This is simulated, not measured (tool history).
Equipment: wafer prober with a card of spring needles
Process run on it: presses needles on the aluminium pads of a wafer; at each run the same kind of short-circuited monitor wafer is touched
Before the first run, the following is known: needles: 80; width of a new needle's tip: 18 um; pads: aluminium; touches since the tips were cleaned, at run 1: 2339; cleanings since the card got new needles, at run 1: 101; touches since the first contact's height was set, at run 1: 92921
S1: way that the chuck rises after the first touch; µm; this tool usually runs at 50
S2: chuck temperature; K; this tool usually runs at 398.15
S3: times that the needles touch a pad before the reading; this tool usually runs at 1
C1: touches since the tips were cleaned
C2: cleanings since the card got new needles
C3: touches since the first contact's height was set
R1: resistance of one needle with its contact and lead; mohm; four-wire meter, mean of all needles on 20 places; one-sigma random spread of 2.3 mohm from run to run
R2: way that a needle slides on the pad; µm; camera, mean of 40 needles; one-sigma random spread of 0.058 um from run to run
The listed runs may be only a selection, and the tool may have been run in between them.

run 1 hour=0.0 | S1=50 S2=398.15 S3=1 | C1=2339 C2=101 C3=92921 | R1=285 R2=11.70
-- hour=7.1 tips cleaned on abrasive film
-- hour=17.1 tips cleaned on abrasive film
run 2 hour=17.4 | S1=50 S2=398.15 S3=1 | C1=183 C2=103 C3=102381 | R1=272 R2=11.63
-- hour=22.4 height of the first contact set anew
-- hour=27.4 tips cleaned on abrasive film
-- hour=39.0 tips cleaned on abrasive film
run 3 hour=44.9 | S1=50 S2=398.15 S3=1 | C1=3218 C2=105 C3=12226 | R1=283 R2=12.06
-- hour=49.8 tips cleaned on abrasive film
-- hour=60.3 tips cleaned on abrasive film
-- hour=72.5 tips cleaned on abrasive film
run 4 hour=74.8 | S1=50 S2=320.15 S3=1 | C1=1302 C2=108 C3=28519 | R1=258 R2=11.98
-- hour=84.2 tips cleaned on abrasive film
run 5 hour=93.1 | S1=50 S2=320.15 S3=1 | C1=4895 C2=109 C3=38489 | R1=270 R2=11.96
-- hour=95.6 tips cleaned on abrasive film
-- hour=106.5 tips cleaned on abrasive film
-- hour=117.6 tips cleaned on abrasive film
run 6 hour=119.4 | S1=50 S2=320.15 S3=1 | C1=995 C2=112 C3=52798 | R1=257 R2=11.87
-- hour=128.1 tips cleaned on abrasive film
-- hour=138.3 tips cleaned on abrasive film
-- hour=149.4 tips cleaned on abrasive film
run 7 hour=155.9 | S1=50 S2=320.15 S3=1 | C1=3553 C2=115 C3=72652 | R1=275 R2=11.77
-- hour=160.9 tips cleaned on abrasive film
-- hour=173.2 tips cleaned on abrasive film
-- hour=183.2 tips cleaned on abrasive film
run 8 hour=183.6 | S1=50 S2=398.15 S3=1 | C1=240 C2=118 C3=87718 | R1=270 R2=11.71
-- hour=194.2 tips cleaned on abrasive film
-- hour=205.0 tips cleaned on abrasive film
-- hour=214.6 height of the first contact set anew
-- hour=216.0 tips cleaned on abrasive film
run 9 hour=216.0 | S1=50 S2=398.15 S3=1 | C1=0 C2=121 C3=709 | R1=264 R2=12.24
-- hour=227.6 tips cleaned on abrasive film
-- hour=238.8 tips cleaned on abrasive film
-- hour=249.0 tips cleaned on abrasive film
run 10 hour=249.0 | S1=56 S2=328.15 S3=2 | C1=0 C2=124 C3=18662 | R1=243 R2=13.55
-- hour=261.2 tips cleaned on abrasive film
-- hour=272.9 tips cleaned on abrasive film
run 11 hour=279.2 | S1=56 S2=328.15 S3=2 | C1=3460 C2=126 C3=35165 | R1=253 R2=13.42
-- hour=283.5 tips cleaned on abrasive film
-- hour=294.9 tips cleaned on abrasive film
-- hour=306.1 tips cleaned on abrasive film
run 12 hour=309.0 | S1=31 S2=308.15 S3=2 | C1=1564 C2=129 C3=51346 | R1=284 R2=7.42
-- hour=318.4 tips cleaned on abrasive film
-- hour=329.8 tips cleaned on abrasive film
run 13 hour=333.1 | S1=31 S2=308.15 S3=2 | C1=1828 C2=131 C3=64468 | R1=281 R2=7.13
-- hour=341.4 tips cleaned on abrasive film
-- hour=353.3 tips cleaned on abrasive film
run 14 hour=360.8 | S1=31 S2=308.15 S3=1 | C1=4106 C2=133 C3=79577 | R1=330 R2=7.20
-- hour=365.0 tips cleaned on abrasive film
-- hour=375.7 tips cleaned on abrasive film
-- hour=387.6 tips cleaned on abrasive film
-- hour=398.2 tips cleaned on abrasive film
run 15 hour=398.2 | S1=41 S2=398.15 S3=2 | C1=0 C2=137 C3=99923 | R1=266 R2=9.53

The same runs without the tool's hidden state, with the same run-to-run variation:
Hidden state present: debris on the tips, nm; way that the needles fall short of the set height, um; tips' diameter, um; drift of the gauge itself on contact_mohm, %; drift of the gauge itself on scrub_um, %.
run=1 R1=262 R2=12.11
run=2 R1=263 R2=12.10
run=3 R1=257 R2=12.12
run=4 R1=239 R2=12.11
run=5 R1=236 R2=12.11
run=6 R1=240 R2=12.09
run=7 R1=241 R2=12.09
run=8 R1=259 R2=12.11
run=9 R1=258 R2=12.27
run=10 R1=239 R2=13.65
run=11 R1=236 R2=13.56
run=12 R1=245 R2=7.64
run=13 R1=243 R2=7.40
run=14 R1=241 R2=7.51
run=15 R1=258 R2=9.94

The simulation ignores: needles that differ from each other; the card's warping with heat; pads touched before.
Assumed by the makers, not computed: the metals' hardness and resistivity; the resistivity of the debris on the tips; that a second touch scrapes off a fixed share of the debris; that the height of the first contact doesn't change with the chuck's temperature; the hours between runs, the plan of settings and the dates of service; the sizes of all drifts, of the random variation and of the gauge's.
